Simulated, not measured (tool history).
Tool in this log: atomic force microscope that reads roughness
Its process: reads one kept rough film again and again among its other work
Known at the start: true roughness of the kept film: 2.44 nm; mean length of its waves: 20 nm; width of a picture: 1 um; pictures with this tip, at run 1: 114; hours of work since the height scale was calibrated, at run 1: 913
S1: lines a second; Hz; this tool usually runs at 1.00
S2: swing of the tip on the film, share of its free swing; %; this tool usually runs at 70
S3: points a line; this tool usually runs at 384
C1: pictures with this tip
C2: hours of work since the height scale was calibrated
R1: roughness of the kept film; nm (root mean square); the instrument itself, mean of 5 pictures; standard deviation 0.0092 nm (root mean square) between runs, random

run 1 hour=0.0 | S1=1.00 S2=70 S3=384 | C1=114 C2=913 | R1=1.828
run 2 hour=37.1 | S1=1.88 S2=70 S3=384 | C1=163 C2=933 | R1=1.701
run 3 hour=75.9 | S1=1.88 S2=70 S3=384 | C1=215 C2=954 | R1=1.628
run 4 hour=116.0 | S1=1.00 S2=70 S3=384 | C1=268 C2=976 | R1=1.591
run 5 hour=159.1 | S1=3.00 S2=70 S3=384 | C1=325 C2=1000 | R1=1.431
-- hour=175.6 new tip fitted
run 6 hour=206.0 | S1=3.00 S2=70 S3=384 | C1=41 C2=1025 | R1=1.869
run 7 hour=273.5 | S1=3.00 S2=70 S3=384 | C1=130 C2=1062 | R1=1.690
run 8 hour=303.9 | S1=1.00 S2=70 S3=384 | C1=171 C2=1078 | R1=1.735
run 9 hour=333.4 | S1=1.00 S2=70 S3=384 | C1=210 C2=1094 | R1=1.688
run 10 hour=361.8 | S1=1.00 S2=70 S3=384 | C1=247 C2=1110 | R1=1.624
run 11 hour=407.2 | S1=1.00 S2=70 S3=384 | C1=308 C2=1134 | R1=1.560
-- hour=435.5 new tip fitted
run 12 hour=472.0 | S1=1.00 S2=70 S3=384 | C1=49 C2=1169 | R1=1.967
run 13 hour=528.6 | S1=0.70 S2=70 S3=384 | C1=124 C2=1200 | R1=1.853
run 14 hour=592.3 | S1=0.70 S2=70 S3=384 | C1=209 C2=1235 | R1=1.720
run 15 hour=627.0 | S1=0.70 S2=70 S3=384 | C1=254 C2=1254 | R1=1.641
run 16 hour=674.2 | S1=1.00 S2=78 S3=384 | C1=317 C2=1279 | R1=1.535
-- hour=697.4 new tip fitted
run 17 hour=735.3 | S1=1.00 S2=72 S3=384 | C1=51 C2=1312 | R1=1.951
run 18 hour=774.3 | S1=1.00 S2=72 S3=384 | C1=102 C2=1333 | R1=1.848
run 19 hour=816.1 | S1=1.00 S2=70 S3=384 | C1=158 C2=1356 | R1=1.763
run 20 hour=865.8 | S1=1.00 S2=64 S3=384 | C1=224 C2=1383 | R1=1.685
run 21 hour=912.8 | S1=1.00 S2=72 S3=384 | C1=286 C2=1409 | R1=1.556
run 22 hour=945.9 | S1=1.00 S2=70 S3=481 | C1=330 C2=1427 | R1=1.525
-- hour=955.3 new tip fitted
run 23 hour=976.9 | S1=0.58 S2=70 S3=384 | C1=29 C2=1443 | R1=2.055
run 24 hour=1037.9 | S1=3.69 S2=72 S3=527 | C1=109 C2=1477 | R1=1.714
run 25 hour=1084.3 | S1=3.69 S2=72 S3=527 | C1=171 C2=1502 | R1=1.605
run 26 hour=1150.3 | S1=3.69 S2=72 S3=527 | C1=259 C2=1538 | R1=1.480
run 27 hour=1205.6 | S1=1.00 S2=63 S3=384 | C1=332 C2=1568 | R1=1.547
-- hour=1213.0 new tip fitted
run 28 hour=1251.5 | S1=1.00 S2=70 S3=324 | C1=51 C2=1593 | R1=1.970
run 29 hour=1300.6 | S1=1.27 S2=76 S3=324 | C1=116 C2=1619 | R1=1.811
run 30 hour=1334.2 | S1=1.00 S2=89 S3=652 | C1=161 C2=1637 | R1=1.715
run 31 hour=1379.7 | S1=1.34 S2=80 S3=384 | C1=221 C2=1662 | R1=1.613
run 32 hour=1437.6 | S1=1.34 S2=66 S3=368 | C1=298 C2=1694 | R1=1.562
run 33 hour=1466.8 | S1=1.41 S2=70 S3=964 | C1=337 C2=1710 | R1=1.540
-- hour=1471.9 new tip fitted
run 34 hour=1514.7 | S1=1.41 S2=70 S3=964 | C1=57 C2=1735 | R1=1.952
run 35 hour=1545.3 | S1=1.00 S2=77 S3=361 | C1=97 C2=1752 | R1=1.859
run 36 hour=1576.6 | S1=0.68 S2=72 S3=703 | C1=139 C2=1769 | R1=1.848
run 37 hour=1630.1 | S1=1.83 S2=70 S3=384 | C1=210 C2=1798 | R1=1.662
run 38 hour=1668.8 | S1=0.78 S2=60 S3=549 | C1=261 C2=1819 | R1=1.681
run 39 hour=1725.8 | S1=0.78 S2=60 S3=549 | C1=337 C2=1850 | R1=1.562
-- hour=1730.2 new tip fitted
run 40 hour=1774.6 | S1=0.78 S2=60 S3=549 | C1=59 C2=1876 | R1=2.013
run 41 hour=1830.7 | S1=0.78 S2=60 S3=549 | C1=133 C2=1907 | R1=1.849
run 42 hour=1859.0 | S1=0.78 S2=60 S3=549 | C1=171 C2=1922 | R1=1.786
run 43 hour=1899.5 | S1=0.56 S2=60 S3=834 | C1=225 C2=1944 | R1=1.719
run 44 hour=1967.0 | S1=1.28 S2=77 S3=384 | C1=314 C2=1981 | R1=1.488
-- hour=1992.3 new tip fitted
run 45 hour=2018.2 | S1=0.71 S2=80 S3=872 | C1=35 C2=2009 | R1=2.017

Here are 3 independent what-if runs from the current tool condition. What would each one return?
run A hour=2071.8 | S1=3.80 S2=57 S3=850 | C1=106 C2=2038 | R1=?
run B hour=2071.8 | S1=1.47 S2=70 S3=384 | C1=106 C2=2038 | R1=?
run C hour=2071.8 | S1=1.48 S2=73 S3=524 | C1=106 C2=2038 | R1=?

run=A R1=1.853
run=B R1=1.841
run=C R1=1.836
What these runs would have given with no unlogged condition in the tool:
run=A R1=2.058
run=B R1=2.044
run=C R1=2.038
